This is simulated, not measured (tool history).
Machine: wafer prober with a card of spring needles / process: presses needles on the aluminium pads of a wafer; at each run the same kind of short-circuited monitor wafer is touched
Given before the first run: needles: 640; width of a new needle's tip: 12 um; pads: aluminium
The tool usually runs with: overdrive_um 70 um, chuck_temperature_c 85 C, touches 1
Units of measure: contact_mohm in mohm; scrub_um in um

run    hour  overdrive_um  chuck_temperature_c  touches  contact_mohm  scrub_um
  1       0            70                   85        1           311     16.93
        3.9  -- tips cleaned on abrasive film
       22.4  -- tips cleaned on abrasive film
       37.5  -- tips cleaned on abrasive film
         56  -- tips cleaned on abrasive film
  2    64.9            70                   85        2           284     16.91
       72.5  -- tips cleaned on abrasive film
       87.6  -- tips cleaned on abrasive film
  3   100.4            70                   85        2           290     16.85
        104  -- tips cleaned on abrasive film
      122.9  -- tips cleaned on abrasive film
      123.2  -- height of the first contact set anew
      142.1  -- tips cleaned on abrasive film
      157.2  -- tips cleaned on abrasive film
      176.1  -- tips cleaned on abrasive film
  4   179.3            75                   85        1           286     18.32
      194.4  -- tips cleaned on abrasive film
      209.6  -- tips cleaned on abrasive film
      228.4  -- tips cleaned on abrasive film
      246.4  -- tips cleaned on abrasive film
  5   246.4            70                   85        1           258     17.03
      261.5  -- tips cleaned on abrasive film
      276.6  -- tips cleaned on abrasive film
  6   286.3            70                   85        1           311        17
      293.9  -- tips cleaned on abrasive film
        309  -- tips cleaned on abrasive film
      324.1  -- tips cleaned on abrasive film
  7   327.7            70                   85        1           286     16.96
      342.8  -- tips cleaned on abrasive film
      357.9  -- tips cleaned on abrasive film
        373  -- tips cleaned on abrasive film
      388.1  -- tips cleaned on abrasive film
  8   392.5            70                   85        1           302     16.92
      403.9  -- tips cleaned on abrasive film
      422.8  -- tips cleaned on abrasive film
      441.4  -- tips cleaned on abrasive film
      456.6  -- tips cleaned on abrasive film
  9   464.2            70                   85        1           311     16.85
      475.1  -- tips cleaned on abrasive film
      493.9  -- tips cleaned on abrasive film
        498  -- height of the first contact set anew
      509.4  -- tips cleaned on abrasive film
        528  -- tips cleaned on abrasive film
      546.9  -- tips cleaned on abrasive film
 10   547.4            70                   85        1           264     17.14
      562.6  -- tips cleaned on abrasive film
      581.2  -- tips cleaned on abrasive film
      596.3  -- tips cleaned on abrasive film
      611.4  -- tips cleaned on abrasive film
 11   624.8            70                   85        1           318     17.04
      628.7  -- tips cleaned on abrasive film
      647.1  -- tips cleaned on abrasive film
      662.3  -- tips cleaned on abrasive film
 12   675.3            70                   85        1           322     16.99
      679.2  -- tips cleaned on abrasive film
      694.3  -- tips cleaned on abrasive film
      709.4  -- tips cleaned on abrasive film
      728.3  -- tips cleaned on abrasive film
      744.6  -- tips cleaned on abrasive film
 13   744.6            76                   85        1           258     18.41
      762.9  -- tips cleaned on abrasive film
      778.1  -- tips cleaned on abrasive film
      793.2  -- tips cleaned on abrasive film
      811.8  -- tips cleaned on abrasive film
 14   818.6            82                   38        1           283     19.82
        830  -- tips cleaned on abrasive film
      845.1  -- tips cleaned on abrasive film
      860.2  -- tips cleaned on abrasive film
      871.8  -- height of the first contact set anew
      875.6  -- tips cleaned on abrasive film
      892.3  -- tips cleaned on abrasive film
 15   892.3            86                  105        3           255     21.04
      911.2  -- tips cleaned on abrasive film
      930.1  -- tips cleaned on abrasive film
 16   943.7            65                  105        3           284     15.87
      947.3  -- tips cleaned on abrasive film
      966.2  -- tips cleaned on abrasive film
        985  -- tips cleaned on abrasive film
     1000.1  -- tips cleaned on abrasive film
 17  1009.2            88                   44        2           269     21.49
     1016.8  -- tips cleaned on abrasive film
     1035.7  -- tips cleaned on abrasive film
     1054.3  -- tips cleaned on abrasive film
 18    1059            70                   35        1           299     16.98
     1070.3  -- tips cleaned on abrasive film
     1089.2  -- tips cleaned on abrasive film
     1107.7  -- tips cleaned on abrasive film
     1122.8  -- tips cleaned on abrasive film
     1141.4  -- tips cleaned on abrasive film
 19  1142.3            70                   35        1           261     16.93
       1157  -- tips cleaned on abrasive film
     1175.6  -- tips cleaned on abrasive film
 20  1176.2            80                   46        1           255     19.39
     1191.3  -- tips cleaned on abrasive film
     1209.8  -- tips cleaned on abrasive film
 21  1223.7            83                   85        1           303     20.04
     1227.6  -- tips cleaned on abrasive film
     1242.7  -- tips cleaned on abrasive film
     1246.8  -- height of the first contact set anew
     1258.1  -- tips cleaned on abrasive film
 22  1269.6            87                   85        1           294     21.33
     1273.5  -- tips cleaned on abrasive film
     1288.6  -- tips cleaned on abrasive film
     1303.7  -- tips cleaned on abrasive film
     1318.8  -- tips cleaned on abrasive film
     1337.7  -- tips cleaned on abrasive film
 23  1346.8            68                  124        1           327     16.59
     1354.4  -- tips cleaned on abrasive film
     1369.5  -- tips cleaned on abrasive film
     1384.7  -- tips cleaned on abrasive film
 24  1396.8            62                  124        2           314     15.08
     1400.6  -- tips cleaned on abrasive film
     1419.1  -- tips cleaned on abrasive film
     1437.8  -- tips cleaned on abrasive film
 25  1449.7            62                  124        2           311     15.05
     1453.6  -- tips cleaned on abrasive film
     1472.4  -- tips cleaned on abrasive film
 26  1485.6            52                   45        1           385     12.52

Measured minus without-hidden-state, run by run (identical run-to-run variation in each term; gauge scatter may differ):
Hidden state present: debris on the tips, nm; way that the needles fall short of the set height, um; tips' diameter, um; drift of the gauge itself on contact_mohm, %; drift of the gauge itself on scrub_um, %.
run  contact_mohm  scrub_um
  1           +60     -0.23
  2           +35     -0.29
  3           +38     -0.31
  4           +35     -0.06
  5            +8     -0.12
  6           +60     -0.15
  7           +34      -0.2
  8           +50     -0.26
  9           +59     -0.32
 10           +13     -0.04
 11           +66     -0.11
 12           +68     -0.15
 13            +6     -0.23
 14           +47     -0.28
 15            +1     -0.04
 16           +29     -0.07
 17           +26     -0.12
 18           +59     -0.17
 19           +20     -0.23
 20           +14     -0.26
 21           +53      -0.3
 22           +45     -0.02
 23           +66     -0.08
 24           +51     -0.13
 25           +52     -0.17
 26          +135      -0.2
